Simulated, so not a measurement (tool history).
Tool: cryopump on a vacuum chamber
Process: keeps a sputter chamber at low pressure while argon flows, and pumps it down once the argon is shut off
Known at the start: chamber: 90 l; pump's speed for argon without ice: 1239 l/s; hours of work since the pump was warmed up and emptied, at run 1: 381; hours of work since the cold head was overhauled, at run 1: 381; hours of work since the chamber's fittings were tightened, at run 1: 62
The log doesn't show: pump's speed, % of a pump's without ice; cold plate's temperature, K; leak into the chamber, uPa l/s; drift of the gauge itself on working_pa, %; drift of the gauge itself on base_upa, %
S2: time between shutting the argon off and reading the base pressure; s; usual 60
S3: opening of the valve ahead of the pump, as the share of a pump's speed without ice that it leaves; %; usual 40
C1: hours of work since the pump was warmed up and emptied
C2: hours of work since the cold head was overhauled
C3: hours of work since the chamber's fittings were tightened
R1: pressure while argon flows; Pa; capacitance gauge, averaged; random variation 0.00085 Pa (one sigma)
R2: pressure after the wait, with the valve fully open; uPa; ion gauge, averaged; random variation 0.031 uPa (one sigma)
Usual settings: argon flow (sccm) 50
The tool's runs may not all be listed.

Run 1, hour 0: usual settings; C1 381; C2 381; C3 62. Result: R1 0.1769 Pa, R2 1.63 uPa.
Run 2, hour 13.5: usual settings; C1 389; C2 389; C3 71. Result: R1 0.1782 Pa, R2 1.64 uPa.
Run 3, hour 32.2: usual settings; C1 401; C2 401; C3 82. Result: R1 0.1775 Pa, R2 1.71 uPa.
Run 4, hour 47: usual settings; C1 410; C2 410; C3 91. Result: R1 0.1773 Pa, R2 1.65 uPa.
Run 5, hour 66.1: usual settings; C1 422; C2 422; C3 103. Result: R1 0.1798 Pa, R2 1.67 uPa.
Run 6, hour 85: usual settings; C1 434; C2 434; C3 115. Result: R1 0.178 Pa, R2 1.64 uPa.
Run 7, hour 98.4: usual settings; C1 442; C2 442; C3 123. Result: R1 0.1774 Pa, R2 1.7 uPa.
Run 8, hour 108.6: usual settings; C1 448; C2 448; C3 130. Result: R1 0.1789 Pa, R2 1.73 uPa.

The next listed run, before its measurement:
Run 9, hour 119.8: usual settings but S2 105 s; C1 455; C2 455; C3 137. Result: R1 ?, R2 ?.

R1: 0.1806 Pa
R2: 1.09 uPa
Without the tool's hidden state the same run would have given R1 0.1721 Pa, R2 1.01 uPa.

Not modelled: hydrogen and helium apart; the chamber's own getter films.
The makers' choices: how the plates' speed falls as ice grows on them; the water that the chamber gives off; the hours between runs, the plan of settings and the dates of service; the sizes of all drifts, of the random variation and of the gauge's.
